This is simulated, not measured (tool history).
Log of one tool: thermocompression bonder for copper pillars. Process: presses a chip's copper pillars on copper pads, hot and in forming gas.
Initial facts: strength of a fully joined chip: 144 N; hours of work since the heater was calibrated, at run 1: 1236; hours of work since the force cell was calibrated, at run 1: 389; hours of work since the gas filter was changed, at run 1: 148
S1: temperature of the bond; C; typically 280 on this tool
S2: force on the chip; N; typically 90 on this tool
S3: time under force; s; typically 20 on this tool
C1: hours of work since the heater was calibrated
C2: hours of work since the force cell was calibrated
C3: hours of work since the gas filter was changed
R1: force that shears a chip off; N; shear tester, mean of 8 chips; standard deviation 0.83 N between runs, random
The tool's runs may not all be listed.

| run | hour | S1 | S2 | S3 | C1 | C2 | C3 | R1 |
|---|---|---|---|---|---|---|---|---|
| 1 | 0 | 280 | 90 | 20 | 1236 | 389 | 148 | 88.8 |
|  | 22.2 | heater calibrated with a thermocouple chip |
| 2 | 22.2 | 280 | 90 | 20 | 0 | 400 | 159 | 81.4 |
| 3 | 43.4 | 280 | 66 | 20 | 11 | 410 | 170 | 71.1 |
| 4 | 59.2 | 280 | 66 | 20 | 19 | 419 | 178 | 70.1 |
| 5 | 79.6 | 280 | 66 | 20 | 30 | 429 | 188 | 70.6 |
| 6 | 98.3 | 280 | 131 | 20 | 39 | 439 | 198 | 92.1 |
|  | 109.7 | forming gas filter changed |
| 7 | 117 | 280 | 90 | 13 | 49 | 448 | 4 | 76.3 |
| 8 | 134.5 | 280 | 90 | 13 | 58 | 457 | 13 | 76.7 |
| 9 | 150.6 | 280 | 90 | 52 | 66 | 466 | 21 | 111.7 |
| 10 | 161.8 | 280 | 90 | 52 | 72 | 471 | 27 | 111.3 |
| 11 | 177.5 | 280 | 90 | 20 | 80 | 479 | 35 | 84.3 |
| 12 | 190.1 | 280 | 90 | 20 | 86 | 486 | 41 | 87.1 |
| 13 | 206.2 | 280 | 90 | 20 | 95 | 494 | 50 | 84.8 |
| 14 | 221.1 | 280 | 90 | 20 | 102 | 502 | 57 | 84.8 |
| 15 | 236.8 | 269 | 64 | 17 | 110 | 510 | 66 | 60.8 |
| 16 | 248.5 | 280 | 118 | 54 | 116 | 516 | 72 | 117.3 |
| 17 | 258.3 | 280 | 118 | 54 | 121 | 521 | 77 | 117.3 |
| 18 | 274.8 | 285 | 75 | 20 | 130 | 530 | 85 | 82.2 |
| 19 | 293.2 | 280 | 68 | 23 | 139 | 539 | 95 | 77.4 |
| 20 | 305.9 | 280 | 96 | 56 | 146 | 546 | 101 | 110.9 |
| 21 | 326.7 | 280 | 56 | 38 | 157 | 556 | 112 | 84.7 |
| 22 | 337.6 | 258 | 90 | 53 | 162 | 562 | 117 | 90.2 |
| 23 | 359 | 272 | 90 | 14 | 173 | 573 | 129 | 68.6 |

Each row is a separate what-if for the run after 23, all from the same tool condition, not one after another. Results?
| A | 369.5 | 273 | 59 | 43 | 179 | 578 | 134 | ? |
| B | 369.5 | 280 | 90 | 19 | 179 | 578 | 134 | ? |
| C | 369.5 | 282 | 62 | 41 | 179 | 578 | 134 | ? |
| D | 369.5 | 280 | 106 | 21 | 179 | 578 | 134 | ? |

| run | R1 |
|---|---|
| A | 83 |
| B | 82 |
| C | 90.3 |
| D | 88.9 |
Without the tool's unlogged condition, the same runs would have read:
| run | R1 |
|---|---|
| A | 86.1 |
| B | 85.2 |
| C | 93.9 |
| D | 92.5 |
